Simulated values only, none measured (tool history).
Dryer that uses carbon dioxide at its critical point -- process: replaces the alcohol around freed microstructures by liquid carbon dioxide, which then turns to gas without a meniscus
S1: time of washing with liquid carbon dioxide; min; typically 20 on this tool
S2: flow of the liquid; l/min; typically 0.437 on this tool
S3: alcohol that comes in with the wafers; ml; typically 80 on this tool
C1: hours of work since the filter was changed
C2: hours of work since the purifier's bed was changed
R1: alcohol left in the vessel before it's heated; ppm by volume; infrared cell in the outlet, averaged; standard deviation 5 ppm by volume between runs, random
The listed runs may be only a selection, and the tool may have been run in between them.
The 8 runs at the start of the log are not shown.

run	hour	S1	S2	S3	C1	C2	R1
9	115.1	20	0.437	47	310	621	171
10	134.1	20	0.437	47	322	633	169
11	145.5	20	0.437	47	329	640	174
12	163.8	20	0.437	47	340	652	175
13	186.9	20	0.437	47	355	666	177
14	204.2	20	0.437	38	365	677	177
15	226.8	20	0.437	38	380	691	182
16	240.4	20	0.290	80	388	700	626
17	257.8	20	0.563	33	399	710	177
18	280.4	21	0.437	80	413	725	185
19	294.8	15	0.589	30	422	734	197
# hour 307.6: inlet filter changed
20	311.3	13	0.375	80	2	743	966
21	332.2	13	0.375	91	15	756	1063
22	355.0	23	0.528	68	30	771	189
23	374.7	18	0.437	81	42	783	246
24	394.6	21	0.421	47	54	795	200
25	407.6	20	0.362	69	63	804	266
26	423.3	13	0.445	56	72	813	447
27	433.0	16	0.437	30	78	819	245
28	451.0	16	0.437	30	90	831	237
29	471.4	20	0.560	39	102	843	203
30	483.6	20	0.560	39	110	851	215
31	502.1	17	0.268	26	122	863	577
32	523.4	17	0.268	26	135	876	588

Consider 3 possible next runs. They are alternatives, not a sequence: every one starts from the tool as it was left by run 32. What does each give?
A	542.4	20	0.300	22	147	888	?
B	542.4	20	0.273	31	147	888	?
C	542.4	14	0.627	25	147	888	?

run	R1
A	297
B	402
C	221
With the hidden condition removed and each run's random variation left untouched, the same runs would have given:
run	R1
A	73
B	168
C	10

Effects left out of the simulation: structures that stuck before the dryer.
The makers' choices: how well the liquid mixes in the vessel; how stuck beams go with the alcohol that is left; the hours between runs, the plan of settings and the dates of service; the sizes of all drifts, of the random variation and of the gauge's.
